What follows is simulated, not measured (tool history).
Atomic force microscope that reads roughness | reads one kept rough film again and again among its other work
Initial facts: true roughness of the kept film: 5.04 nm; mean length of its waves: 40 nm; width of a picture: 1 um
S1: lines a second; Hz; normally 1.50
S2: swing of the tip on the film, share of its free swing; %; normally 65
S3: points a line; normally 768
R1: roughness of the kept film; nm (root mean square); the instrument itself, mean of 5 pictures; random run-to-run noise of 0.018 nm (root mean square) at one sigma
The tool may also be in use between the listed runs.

{"run": 1, "hour": 0.0, "S1": 1.5, "S2": 65, "S3": 768, "R1": 4.128}
{"run": 2, "hour": 39.9, "S1": 1.5, "S2": 65, "S3": 768, "R1": 3.862}
{"run": 3, "hour": 82.9, "S1": 1.5, "S2": 65, "S3": 768, "R1": 4.283}
{"run": 4, "hour": 120.7, "S1": 1.34, "S2": 65, "S3": 768, "R1": 3.99}
{"run": 5, "hour": 148.3, "S1": 1.5, "S2": 75, "S3": 768, "R1": 3.589}
{"run": 6, "hour": 191.7, "S1": 1.5, "S2": 75, "S3": 768, "R1": 4.068}
{"run": 7, "hour": 224.8, "S1": 1.14, "S2": 65, "S3": 768, "R1": 4.072}
{"run": 8, "hour": 275.2, "S1": 1.14, "S2": 65, "S3": 768, "R1": 4.536}
{"run": 9, "hour": 307.6, "S1": 1.44, "S2": 65, "S3": 582, "R1": 4.189}
{"run": 10, "hour": 336.6, "S1": 1.16, "S2": 88, "S3": 295, "R1": 3.536}
{"run": 11, "hour": 381.7, "S1": 1.5, "S2": 56, "S3": 904, "R1": 4.597}
{"run": 12, "hour": 416.2, "S1": 3.01, "S2": 85, "S3": 559, "R1": 3.136}
{"run": 13, "hour": 439.9, "S1": 3.01, "S2": 85, "S3": 559, "R1": 2.982}
{"run": 14, "hour": 463.9, "S1": 3.01, "S2": 85, "S3": 559, "R1": 2.88}
{"run": 15, "hour": 507.5, "S1": 3.01, "S2": 85, "S3": 559, "R1": 3.183}
{"run": 16, "hour": 537.3, "S1": 1.68, "S2": 88, "S3": 940, "R1": 3.394}

Not shown: 5 entries that the log had between the listed runs. Between which runs, and how does the tool's hidden state differ before and after?
Run 2 -> run 3: new tip fitted (hour 61.5)
  radius of the tip, nm: 19.2 -> 9; height scale over the true one, %: 1.35 -> 1.39
  the result without the hidden state subtracted from the measured one, R1: -0.580 -> -0.141 nm (root mean square)
Run 5 -> run 6: new tip fitted (hour 166.8)
  radius of the tip, nm: 21 -> 9.4; height scale over the true one, %: 1.45 -> 1.49
  the result without the hidden state subtracted from the measured one, R1: -0.612 -> -0.148 nm (root mean square)
Run 7 -> run 8: new tip fitted (hour 270.6)
  radius of the tip, nm: 14.5 -> 5.8; height scale over the true one, %: 1.52 -> 1.57
  the result without the hidden state subtracted from the measured one, R1: -0.384 -> +0.030 nm (root mean square)
Run 10 -> run 11: new tip fitted (hour 377.9)
  radius of the tip, nm: 16.4 -> 5.8; height scale over the true one, %: 1.63 -> 1.67
  the result without the hidden state subtracted from the measured one, R1: -0.408 -> +0.035 nm (root mean square)
Run 14 -> run 15: new tip fitted (hour 481.7)
  radius of the tip, nm: 20.3 -> 9.7; height scale over the true one, %: 1.75 -> 1.79
  the result without the hidden state subtracted from the measured one, R1: -0.455 -> -0.116 nm (root mean square)

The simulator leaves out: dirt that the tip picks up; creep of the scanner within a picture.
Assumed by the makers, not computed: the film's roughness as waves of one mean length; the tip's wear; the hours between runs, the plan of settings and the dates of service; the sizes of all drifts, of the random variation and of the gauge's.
